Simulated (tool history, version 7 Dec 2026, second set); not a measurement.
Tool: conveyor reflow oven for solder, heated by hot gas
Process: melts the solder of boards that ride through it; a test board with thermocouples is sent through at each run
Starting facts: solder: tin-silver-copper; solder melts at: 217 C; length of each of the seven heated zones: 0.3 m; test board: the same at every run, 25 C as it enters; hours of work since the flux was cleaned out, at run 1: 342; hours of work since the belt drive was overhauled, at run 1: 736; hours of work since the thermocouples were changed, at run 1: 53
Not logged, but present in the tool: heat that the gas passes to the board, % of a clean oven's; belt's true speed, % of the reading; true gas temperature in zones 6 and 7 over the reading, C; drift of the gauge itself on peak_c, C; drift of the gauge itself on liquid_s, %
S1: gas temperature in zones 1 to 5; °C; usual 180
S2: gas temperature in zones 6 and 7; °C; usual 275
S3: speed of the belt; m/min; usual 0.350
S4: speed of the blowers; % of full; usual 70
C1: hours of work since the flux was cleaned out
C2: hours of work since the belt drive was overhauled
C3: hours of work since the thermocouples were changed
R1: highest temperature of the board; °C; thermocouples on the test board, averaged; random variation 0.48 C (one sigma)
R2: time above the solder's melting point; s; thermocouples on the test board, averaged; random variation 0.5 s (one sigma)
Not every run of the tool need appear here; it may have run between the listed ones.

Run 1, day 0.000: usual settings; C1 342; C2 736; C3 53. Result: R1 263.6 °C, R2 89.8 s.
Run 2, day 0.158: usual settings; C1 344; C2 738; C3 55. Result: R1 262.1 °C, R2 90.5 s.
Run 3, day 0.392: usual settings; C1 347; C2 741; C3 58. Result: R1 263.7 °C, R2 89.3 s.
Run 4, day 0.642: usual settings but S3 0.308 m/min; C1 350; C2 744; C3 61. Result: R1 266.6 °C, R2 104.5 s.
Run 5, day 0.912: usual settings but S3 0.308 m/min; C1 353; C2 747; C3 64. Result: R1 266.4 °C, R2 105.2 s.
Run 6, day 1.267: usual settings; C1 357; C2 751; C3 69. Result: R1 263.5 °C, R2 90.6 s.
Run 7, day 1.433: usual settings; C1 359; C2 753; C3 71. Result: R1 263.6 °C, R2 89.2 s.
Run 8, day 1.662: usual settings; C1 362; C2 756; C3 74. Result: R1 263.4 °C, R2 89.4 s.
Run 9, day 1.896: usual settings but S3 0.384 m/min; C1 365; C2 759; C3 76. Result: R1 261.2 °C, R2 78.8 s.
Run 10, day 2.050: usual settings but S3 0.384 m/min; C1 367; C2 761; C3 78. Result: R1 260.4 °C, R2 80.1 s.
Run 11, day 2.254: usual settings but S2 282 °C; C1 369; C2 764; C3 81. Result: R1 269.4 °C, R2 94.4 s.
At day 2.738: belt drive overhauled, speed set with a stopwatch.
Run 12, day 2.771: usual settings but S2 282 °C; C1 374; C2 0; C3 85. Result: R1 269.3 °C, R2 94.0 s.
Run 13, day 3.017: usual settings but S2 277 °C; C1 377; C2 3; C3 88. Result: R1 266.1 °C, R2 90.8 s.
Run 14, day 3.192: usual settings but S4 63 % of full; C1 379; C2 6; C3 90. Result: R1 262.0 °C, R2 87.9 s.
Run 15, day 3.433: usual settings but S4 63 % of full; C1 382; C2 9; C3 93. Result: R1 261.9 °C, R2 88.8 s.
At day 3.775: flux residue cleaned out of gas plates and filters.
Run 16, day 3.804: usual settings but S1 176 °C; C1 0; C2 11; C3 95. Result: R1 262.7 °C, R2 87.0 s.
Run 17, day 4.154: usual settings but S1 182 °C, S2 288 °C, S3 0.400 m/min, S4 77 % of full; C1 5; C2 15; C3 100. Result: R1 273.0 °C, R2 84.8 s.
Run 18, day 4.379: usual settings but S1 182 °C, S2 288 °C, S3 0.400 m/min, S4 77 % of full; C1 7; C2 18; C3 102. Result: R1 273.5 °C, R2 84.1 s.
Run 19, day 4.729: usual settings but S3 0.311 m/min; C1 12; C2 22; C3 107. Result: R1 265.9 °C, R2 105.0 s.
Run 20, day 5.108: usual settings but S4 53 % of full; C1 16; C2 27; C3 111. Result: R1 260.0 °C, R2 86.1 s.
Run 21, day 5.471: usual settings but S2 289 °C, S3 0.306 m/min, S4 53 % of full; C1 21; C2 31; C3 116. Result: R1 276.5 °C, R2 112.2 s.
Run 22, day 5.667: usual settings but S1 174 °C, S4 74 % of full; C1 23; C2 34; C3 118. Result: R1 262.9 °C, R2 87.7 s.
Run 23, day 5.942: usual settings but S1 174 °C, S4 74 % of full; C1 27; C2 37; C3 122. Result: R1 263.2 °C, R2 87.7 s.
Run 24, day 6.246: usual settings but S1 170 °C; C1 30; C2 41; C3 125. Result: R1 262.0 °C, R2 84.4 s.
Run 25, day 6.400: usual settings but S1 179 °C, S2 266 °C, S3 0.298 m/min, S4 86 % of full; C1 32; C2 43; C3 127. Result: R1 260.8 °C, R2 104.7 s.
Run 26, day 6.621: usual settings but S1 179 °C, S2 266 °C, S3 0.298 m/min, S4 86 % of full; C1 35; C2 45; C3 130. Result: R1 260.8 °C, R2 105.3 s.
Run 27, day 6.933: usual settings but S1 170 °C, S2 269 °C, S3 0.358 m/min, S4 72 % of full; C1 39; C2 49; C3 134. Result: R1 255.5 °C, R2 78.4 s.
Run 28, day 7.229: usual settings but S2 288 °C, S3 0.363 m/min; C1 43; C2 53; C3 138. Result: R1 274.3 °C, R2 92.1 s.
Run 29, day 7.425: usual settings but S2 288 °C, S3 0.363 m/min; C1 45; C2 55; C3 140. Result: R1 274.0 °C, R2 92.0 s.
Run 30, day 7.625: usual settings but S2 288 °C, S3 0.363 m/min; C1 47; C2 58; C3 143. Result: R1 274.3 °C, R2 92.9 s.
Run 31, day 7.829: usual settings but S2 273 °C; C1 50; C2 60; C3 145. Result: R1 261.0 °C, R2 88.6 s.

Below are 4 alternative next runs, each starting from the tool's condition after run 31. Predict each:
Run A, day 8.008: usual settings but S1 191 °C, S2 265 °C, S4 51 % of full; C1 52; C2 62; C3 147. Result: R1 ?, R2 ?.
Run B, day 8.008: usual settings but S1 169 °C, S2 279 °C, S3 0.301 m/min; C1 52; C2 62; C3 147. Result: R1 ?, R2 ?.
Run C, day 8.008: usual settings but S1 170 °C, S2 270 °C; C1 52; C2 62; C3 147. Result: R1 ?, R2 ?.
Run D, day 8.008: usual settings; C1 52; C2 62; C3 147. Result: R1 ?, R2 ?.

run     R1     R2
  A  252.8   87.6
  B  269.7  105.1
  C  257.4   81.0
  D  263.6   89.9
With the hidden condition removed and each run's random variation left untouched, the same runs would have given:
run     R1     R2
  A  252.8   87.6
  B  269.7  105.1
  C  257.4   81.0
  D  263.6   90.0
